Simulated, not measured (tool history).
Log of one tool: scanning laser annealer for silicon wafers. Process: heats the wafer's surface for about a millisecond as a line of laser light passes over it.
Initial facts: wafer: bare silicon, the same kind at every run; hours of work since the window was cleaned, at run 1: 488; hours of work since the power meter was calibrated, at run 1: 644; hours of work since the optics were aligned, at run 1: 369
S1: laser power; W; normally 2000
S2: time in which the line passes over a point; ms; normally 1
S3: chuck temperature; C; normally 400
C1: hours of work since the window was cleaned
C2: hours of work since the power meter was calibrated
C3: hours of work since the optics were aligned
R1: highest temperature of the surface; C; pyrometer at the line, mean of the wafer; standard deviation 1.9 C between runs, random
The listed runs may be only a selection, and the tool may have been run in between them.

| run | hour | S1 | S2 | S3 | C1 | C2 | C3 | R1 |
|---|---|---|---|---|---|---|---|---|
| 1 | 0 | 2000 | 1 | 400 | 488 | 644 | 369 | 1210 |
| 2 | 33.7 | 2092 | 1 | 400 | 503 | 659 | 384 | 1251 |
| 3 | 70.2 | 2092 | 0.75 | 400 | 519 | 675 | 400 | 1143 |
| 4 | 128.3 | 2057 | 1 | 400 | 545 | 701 | 426 | 1233 |
| 5 | 177.6 | 2000 | 1 | 424 | 567 | 723 | 448 | 1231 |
| 6 | 238.4 | 2000 | 1.04 | 400 | 594 | 750 | 475 | 1221 |
| 7 | 289.8 | 2000 | 1.04 | 400 | 616 | 773 | 498 | 1221 |
| 8 | 358.2 | 2000 | 1 | 400 | 647 | 804 | 528 | 1207 |
| 9 | 413.5 | 1704 | 1 | 400 | 672 | 828 | 553 | 1071 |
| 10 | 465.5 | 2000 | 1 | 400 | 695 | 851 | 576 | 1204 |
| 11 | 531.4 | 1933 | 0.93 | 400 | 724 | 881 | 605 | 1142 |
| 12 | 592 | 2137 | 1 | 374 | 751 | 908 | 632 | 1235 |
|  | 600.8 | optics aligned, line set to its width |
| 13 | 632.4 | 1898 | 0.72 | 409 | 767 | 923 | 14 | 1053 |
| 14 | 666.7 | 1898 | 0.72 | 409 | 782 | 939 | 29 | 1055 |
| 15 | 730.6 | 1914 | 0.78 | 435 | 810 | 967 | 58 | 1107 |
| 16 | 769.4 | 1884 | 1 | 400 | 828 | 984 | 75 | 1143 |
|  | 800.2 | window over the wafer cleaned |
| 17 | 800.2 | 1884 | 1 | 400 | 0 | 997 | 88 | 1164 |
|  | 829.3 | optics aligned, line set to its width, once more |
| 18 | 855.8 | 1884 | 1 | 400 | 23 | 1020 | 12 | 1172 |
| 19 | 914 | 2000 | 0.79 | 365 | 48 | 1046 | 38 | 1104 |

Entry by entry between the runs, the difference in hidden state between the last listed run before and the first listed run after:
Runs 12 to 13: optics aligned, line set to its width (hour 600.8)
  light that passes the window, % of a clean one's: 97.76 -> 97.72; width of the line over the set one, %: 1.22 -> 1.6
  what was measured, less what the result would be without the hidden state, R1: -31 -> -25 C
Runs 16 to 17: window over the wafer cleaned (hour 800.2)
  light that passes the window, % of a clean one's: 97.55 -> 99.87; width of the line over the set one, %: 1.7 -> 1.72
  what was measured, less what the result would be without the hidden state, R1: -31 -> -12 C
Runs 17 to 18: optics aligned, line set to its width, once more (hour 829.3)
  light that passes the window, % of a clean one's: 99.87 -> 99.8; laser's true power over the reading, %: -0.21 -> -0.22; width of the line over the set one, %: 1.72 -> 0.05
  what was measured, less what the result would be without the hidden state, R1: -12 -> -4 C
